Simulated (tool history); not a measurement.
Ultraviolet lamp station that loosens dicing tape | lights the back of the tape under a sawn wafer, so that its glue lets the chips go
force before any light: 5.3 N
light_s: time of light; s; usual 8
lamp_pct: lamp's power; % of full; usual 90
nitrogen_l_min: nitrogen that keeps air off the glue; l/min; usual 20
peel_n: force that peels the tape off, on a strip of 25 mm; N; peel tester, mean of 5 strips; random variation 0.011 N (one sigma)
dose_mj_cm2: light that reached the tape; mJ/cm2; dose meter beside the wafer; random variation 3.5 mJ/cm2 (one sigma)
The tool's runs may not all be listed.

run,day,light_s,lamp_pct,nitrogen_l_min,peel_n,dose_mj_cm2
1,0,8,90,20,0.606,504
2,0.954,8,90,20,0.611,501
3,1.675,8,90,38,0.502,498
4,2.267,8,90,38,0.529,496
5,2.829,8,62,38,0.978,342
6,3.379,8,62,38,0.954,340
7,4.354,8,62,38,0.956,337
8,5.308,8,62,38,0.978,335
9,6.108,8,92,38,0.523,494
10,7.196,8,82,20,0.77,442
11,8.412,10,91,16,0.483,601
12,9.129,5,86,20,1.393,280
13,10.162,5,86,20,1.467,280
14,10.871,7,84,16,1.017,382
15,11.458,4,90,14,1.974,234
16,12.012,8,90,20,0.689,458
17,13.133,8,90,20,0.663,460
18,13.733,9,63,20,0.995,355
19,14.488,8,82,7,1.186,413
20,15.304,8,82,7,1.228,415

5 ways to go on from here, each from the tool as it stands after run 20. What would each give?
A,16.217,7,71,20,?,?
B,16.217,8,78,13,?,?
C,16.217,8,90,9,?,?
D,16.217,4,73,35,?,?
E,16.217,14,69,38,?,?

run,peel_n,dose_mj_cm2
A,1.281,308
B,1.065,387
C,0.983,445
D,2.064,183
E,0.4,594
Without the tool's hidden state the same runs would have given:
run,peel_n,dose_mj_cm2
A,0.87,405
B,0.705,508
C,0.646,584
D,1.562,239
E,0.287,779
